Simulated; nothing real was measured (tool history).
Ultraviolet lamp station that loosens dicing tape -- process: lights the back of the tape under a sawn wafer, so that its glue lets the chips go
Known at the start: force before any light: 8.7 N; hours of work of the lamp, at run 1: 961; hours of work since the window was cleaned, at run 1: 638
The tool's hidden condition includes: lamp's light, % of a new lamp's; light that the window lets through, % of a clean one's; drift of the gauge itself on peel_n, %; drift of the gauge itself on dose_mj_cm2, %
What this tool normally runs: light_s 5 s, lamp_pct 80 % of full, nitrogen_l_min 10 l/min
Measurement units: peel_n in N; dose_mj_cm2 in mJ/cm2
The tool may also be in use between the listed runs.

run,day,light_s,lamp_pct,nitrogen_l_min,hours of work of the lamp,hours of work since the window was cleaned,peel_n,dose_mj_cm2
1,0.000,5,80,10,961,638,0.239,237
2,3.646,5,80,10,1002,679,0.238,242
# day 4.267: window cleaned of glue's vapour
3,7.312,10,80,10,1044,35,0.174,488
4,9.417,10,80,10,1068,59,0.182,488
5,11.717,5,80,10,1094,85,0.249,238
6,15.675,5,80,10,1139,130,0.228,242
7,18.538,5,80,10,1172,163,0.238,241
8,20.400,2,80,10,1193,184,1.407,101
9,24.183,2,80,10,1236,227,1.348,95
10,26.558,2,80,10,1263,254,1.448,95
11,28.825,2,80,10,1289,280,1.417,98
12,31.800,2,80,10,1323,314,1.392,99
13,33.617,7,71,19,1344,334,0.178,301
14,37.721,7,71,19,1390,381,0.183,297
15,41.842,7,61,3,1437,428,0.461,256
16,43.588,7,61,3,1457,448,0.478,260
17,47.762,6,65,6,1505,496,0.328,232
18,51.017,7,95,6,1542,533,0.185,400
19,54.788,3,80,10,1585,576,0.653,148
20,58.262,3,80,10,1624,615,0.628,144
21,62.012,8,67,16,1667,658,0.174,326
# day 64.538: window cleaned of glue's vapour
22,66.038,4,96,4,1713,17,0.446,230
23,68.446,6,94,10,1740,45,0.187,340

Here are 5 independent what-if runs from the current tool condition. What would each one return?
# day 69.129: lamp changed
A,72.042,4,66,5,33,85,?,?
# day 69.129: lamp changed
B,72.042,4,82,11,33,85,?,?
# day 69.129: lamp changed
C,72.042,8,80,10,33,85,?,?
# day 69.129: lamp changed
D,72.042,8,70,3,33,85,?,?
# day 69.129: lamp changed
E,72.042,5,74,10,33,85,?,?

run,peel_n,dose_mj_cm2
A,0.810,161
B,0.310,197
C,0.185,387
D,0.284,341
E,0.269,222
Had the tool no hidden state, the same runs would have come out as:
run,peel_n,dose_mj_cm2
A,0.810,161
B,0.309,197
C,0.185,387
D,0.283,341
E,0.268,222

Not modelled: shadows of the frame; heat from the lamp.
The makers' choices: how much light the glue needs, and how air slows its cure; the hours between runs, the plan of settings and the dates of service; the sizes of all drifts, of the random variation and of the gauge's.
